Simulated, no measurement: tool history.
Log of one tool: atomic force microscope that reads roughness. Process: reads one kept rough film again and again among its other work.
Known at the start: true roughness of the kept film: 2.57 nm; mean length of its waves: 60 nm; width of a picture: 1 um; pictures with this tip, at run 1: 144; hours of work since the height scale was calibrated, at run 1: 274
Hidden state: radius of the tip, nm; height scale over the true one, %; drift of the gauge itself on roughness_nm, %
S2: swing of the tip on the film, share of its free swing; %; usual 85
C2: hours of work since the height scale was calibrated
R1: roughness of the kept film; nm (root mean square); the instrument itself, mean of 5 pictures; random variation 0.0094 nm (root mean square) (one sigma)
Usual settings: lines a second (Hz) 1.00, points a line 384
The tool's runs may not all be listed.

Run 1, day 0.000: usual settings; pictures with this tip 144; C2 274. Result: R1 2.311 nm (root mean square).
Run 2, day 0.329: usual settings but S2 86 %; pictures with this tip 157; C2 280. Result: R1 2.297 nm (root mean square).
Run 3, day 0.758: usual settings but S2 86 %; pictures with this tip 174; C2 286. Result: R1 2.293 nm (root mean square).
Run 4, day 1.125: usual settings but S2 86 %; pictures with this tip 188; C2 292. Result: R1 2.291 nm (root mean square).
At day 1.408: new tip fitted.
Run 5, day 1.629: usual settings but S2 86 %; pictures with this tip 8; C2 299. Result: R1 2.297 nm (root mean square).
Run 6, day 1.862: usual settings but S2 86 %; pictures with this tip 18; C2 303. Result: R1 2.315 nm (root mean square).
Run 7, day 2.283: usual settings but S2 86 %; pictures with this tip 34; C2 310. Result: R1 2.297 nm (root mean square).
Run 8, day 2.617: usual settings but points a line 292; pictures with this tip 48; C2 315. Result: R1 2.308 nm (root mean square).
Run 9, day 3.033: usual settings; pictures with this tip 64; C2 321. Result: R1 2.304 nm (root mean square).
Run 10, day 3.329: usual settings; pictures with this tip 76; C2 326. Result: R1 2.329 nm (root mean square).
Run 11, day 3.683: usual settings but points a line 837; pictures with this tip 90; C2 332. Result: R1 2.323 nm (root mean square).
Run 12, day 4.083: usual settings but points a line 837; pictures with this tip 106; C2 338. Result: R1 2.323 nm (root mean square).
Run 13, day 4.375: usual settings but points a line 837; pictures with this tip 117; C2 342. Result: R1 2.330 nm (root mean square).
Run 14, day 4.800: usual settings but points a line 837; pictures with this tip 134; C2 349. Result: R1 2.304 nm (root mean square).
Run 15, day 5.138: usual settings but S2 73 %; pictures with this tip 147; C2 354. Result: R1 2.394 nm (root mean square).
Run 16, day 5.475: usual settings but S2 73 %; pictures with this tip 161; C2 359. Result: R1 2.385 nm (root mean square).
Run 17, day 5.792: usual settings but lines a second (Hz) 1.41, S2 73 %; pictures with this tip 173; C2 364. Result: R1 2.361 nm (root mean square).
Run 18, day 6.079: usual settings; pictures with this tip 185; C2 369. Result: R1 2.308 nm (root mean square).
At day 6.462: new tip fitted.
Run 19, day 6.500: usual settings; pictures with this tip 2; C2 375. Result: R1 2.318 nm (root mean square).
Run 20, day 6.738: usual settings; pictures with this tip 11; C2 379. Result: R1 2.312 nm (root mean square).
Run 21, day 7.142: usual settings; pictures with this tip 27; C2 385. Result: R1 2.319 nm (root mean square).
Run 22, day 7.392: usual settings; pictures with this tip 37; C2 389. Result: R1 2.320 nm (root mean square).
Run 23, day 7.592: usual settings but points a line 955; pictures with this tip 45; C2 392. Result: R1 2.315 nm (root mean square).
Run 24, day 8.021: usual settings; pictures with this tip 62; C2 399. Result: R1 2.311 nm (root mean square).
Run 25, day 8.488: usual settings; pictures with this tip 80; C2 406. Result: R1 2.300 nm (root mean square).
Run 26, day 8.879: usual settings; pictures with this tip 96; C2 412. Result: R1 2.307 nm (root mean square).
Run 27, day 9.300: usual settings; pictures with this tip 112; C2 419. Result: R1 2.289 nm (root mean square).
Run 28, day 9.771: usual settings but S2 81 %, points a line 375; pictures with this tip 131; C2 426. Result: R1 2.352 nm (root mean square).
Run 29, day 10.158: usual settings but lines a second (Hz) 0.61, S2 67 %, points a line 648; pictures with this tip 147; C2 432. Result: R1 2.444 nm (root mean square).
Run 30, day 10.596: usual settings but lines a second (Hz) 0.61, S2 67 %, points a line 648; pictures with this tip 164; C2 439. Result: R1 2.451 nm (root mean square).
Run 31, day 10.800: usual settings but S2 59 %; pictures with this tip 172; C2 442. Result: R1 2.453 nm (root mean square).
Run 32, day 11.117: usual settings but lines a second (Hz) 0.67, S2 78 %, points a line 582; pictures with this tip 185; C2 447. Result: R1 2.406 nm (root mean square).
At day 11.508: new tip fitted.
Run 33, day 11.538: usual settings but lines a second (Hz) 0.67, S2 78 %, points a line 582; pictures with this tip 1; C2 453. Result: R1 2.417 nm (root mean square).
Run 34, day 11.821: usual settings but lines a second (Hz) 1.82, S2 73 %, points a line 820; pictures with this tip 13; C2 458. Result: R1 2.328 nm (root mean square).
Run 35, day 12.104: usual settings but lines a second (Hz) 0.54, S2 65 %, points a line 481; pictures with this tip 24; C2 462. Result: R1 2.489 nm (root mean square).
Run 36, day 12.383: usual settings but lines a second (Hz) 3.23, S2 71 %, points a line 544; pictures with this tip 35; C2 467. Result: R1 2.218 nm (root mean square).
Run 37, day 12.746: usual settings but lines a second (Hz) 1.19, S2 86 %, points a line 357; pictures with this tip 49; C2 472. Result: R1 2.263 nm (root mean square).
Run 38, day 13.154: usual settings but lines a second (Hz) 1.22, S2 86 %, points a line 291; pictures with this tip 66; C2 479. Result: R1 2.242 nm (root mean square).
Run 39, day 13.350: usual settings but lines a second (Hz) 1.22, S2 60 %, points a line 640; pictures with this tip 73; C2 482. Result: R1 2.467 nm (root mean square).
Run 40, day 13.675: usual settings but lines a second (Hz) 1.22, S2 60 %, points a line 640; pictures with this tip 86; C2 487. Result: R1 2.439 nm (root mean square).
Run 41, day 13.896: usual settings but lines a second (Hz) 2.88, S2 59 %, points a line 552; pictures with this tip 95; C2 490. Result: R1 2.366 nm (root mean square).
Run 42, day 14.221: usual settings but lines a second (Hz) 2.10, S2 83 %, points a line 654; pictures with this tip 108; C2 495. Result: R1 2.161 nm (root mean square).
Run 43, day 14.604: usual settings but lines a second (Hz) 2.10, S2 83 %, points a line 654; pictures with this tip 123; C2 501. Result: R1 2.168 nm (root mean square).
Run 44, day 14.962: usual settings but lines a second (Hz) 2.10, S2 79 %, points a line 909; pictures with this tip 137; C2 507. Result: R1 2.224 nm (root mean square).
Run 45, day 15.358: usual settings but lines a second (Hz) 2.10, S2 79 %, points a line 909; pictures with this tip 153; C2 513. Result: R1 2.216 nm (root mean square).
Run 46, day 15.654: usual settings but lines a second (Hz) 2.10, S2 79 %, points a line 909; pictures with this tip 165; C2 518. Result: R1 2.204 nm (root mean square).
Run 47, day 15.933: usual settings but lines a second (Hz) 2.10, S2 79 %, points a line 909; pictures with this tip 176; C2 522. Result: R1 2.204 nm (root mean square).
Run 48, day 16.275: usual settings but lines a second (Hz) 2.69, S2 88 %, points a line 300; pictures with this tip 189; C2 527. Result: R1 1.978 nm (root mean square).
At day 16.538: new tip fitted.
Run 49, day 16.629: usual settings but lines a second (Hz) 3.53, S2 63 %, points a line 776; pictures with this tip 3; C2 532. Result: R1 2.309 nm (root mean square).
Run 50, day 17.096: usual settings but lines a second (Hz) 3.53, S2 67 %, points a line 878; pictures with this tip 22; C2 540. Result: R1 2.239 nm (root mean square).
Run 51, day 17.367: usual settings but lines a second (Hz) 3.53, S2 67 %, points a line 878; pictures with this tip 33; C2 544. Result: R1 2.246 nm (root mean square).
Run 52, day 17.567: usual settings but lines a second (Hz) 3.53, S2 67 %, points a line 878; pictures with this tip 40; C2 547. Result: R1 2.255 nm (root mean square).
Run 53, day 17.888: usual settings but lines a second (Hz) 3.53, S2 67 %, points a line 878; pictures with this tip 53; C2 552. Result: R1 2.258 nm (root mean square).

Hidden state at the last listed run before each entry between runs and at the first one after, where it differs:
Between runs 4 and 5: new tip fitted (day 1.408)
  radius of the tip, nm: 8.2 -> 7.1
Between runs 18 and 19: new tip fitted (day 6.462)
  radius of the tip, nm: 8.2 -> 7
Between runs 32 and 33: new tip fitted (day 11.508)
  radius of the tip, nm: 8.1 -> 7
Between runs 48 and 49: new tip fitted (day 16.538)
  radius of the tip, nm: 8.1 -> 7
